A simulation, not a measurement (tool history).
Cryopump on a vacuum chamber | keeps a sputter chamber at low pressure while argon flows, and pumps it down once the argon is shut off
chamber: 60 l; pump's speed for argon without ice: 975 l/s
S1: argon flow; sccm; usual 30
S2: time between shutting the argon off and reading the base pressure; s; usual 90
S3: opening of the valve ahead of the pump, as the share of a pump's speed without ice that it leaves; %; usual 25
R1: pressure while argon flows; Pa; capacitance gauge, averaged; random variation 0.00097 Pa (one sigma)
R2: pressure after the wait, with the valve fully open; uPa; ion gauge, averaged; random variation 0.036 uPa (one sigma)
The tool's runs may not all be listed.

run	hour	S1	S2	S3	R1	R2
1	0	30	90	25	0.2114	2.22
2	19.5	30	90	25	0.2117	2.11
3	41	30	90	25	0.2119	2.2
4	66.9	30	90	25	0.2123	2.1
5	78.6	30	90	25	0.2117	2.24
6	99.7	30	113	25	0.2109	1.91
7	122.4	30	90	25	0.2125	2.15
8	138.1	30	90	25	0.2114	2.17
9	159.3	30	90	37	0.1439	2.17
10	186.3	30	90	37	0.1454	2.22
11	205.5	30	90	37	0.1443	2.21
12	228.2	19	90	25	0.1336	2.27
13	241.8	19	90	25	0.1331	2.15
14	260	19	90	25	0.1336	2.25
15	272.5	13	281	56	0.0426	1.04
16	299.7	17	281	16	0.1878	1.11
17	318.3	17	281	24	0.1268	1.09
18	332.7	17	281	24	0.1254	1.08
19	346	35	24	35	0.1806	7.01
20	374	21	24	59	0.066	6.83
21	396.6	48	48	24	0.3559	3.7
22	414.5	48	48	24	0.3548	3.81
23	432.8	47	109	43	0.1983	1.96
24	456.7	47	109	16	0.5157	1.94
25	475.1	47	109	16	0.5214	1.94
26	497.4	17	23	23	0.1315	7.18

5 ways to go on from here, each from the tool as it stands after run 26. What would each give?
A	509.3	44	43	19	?	?
B	509.3	33	90	57	?	?
C	509.3	30	57	25	?	?
D	509.3	30	90	41	?	?
E	509.3	40	108	25	?	?

run	R1	R2
A	0.4108	4.06
B	0.1082	2.22
C	0.2147	3.19
D	0.1338	2.17
E	0.2867	1.97
Without the tool's hidden state the same runs would have given:
run	R1	R2
A	0.4009	3.79
B	0.1008	1.95
C	0.208	2.92
D	0.1271	1.91
E	0.2778	1.69
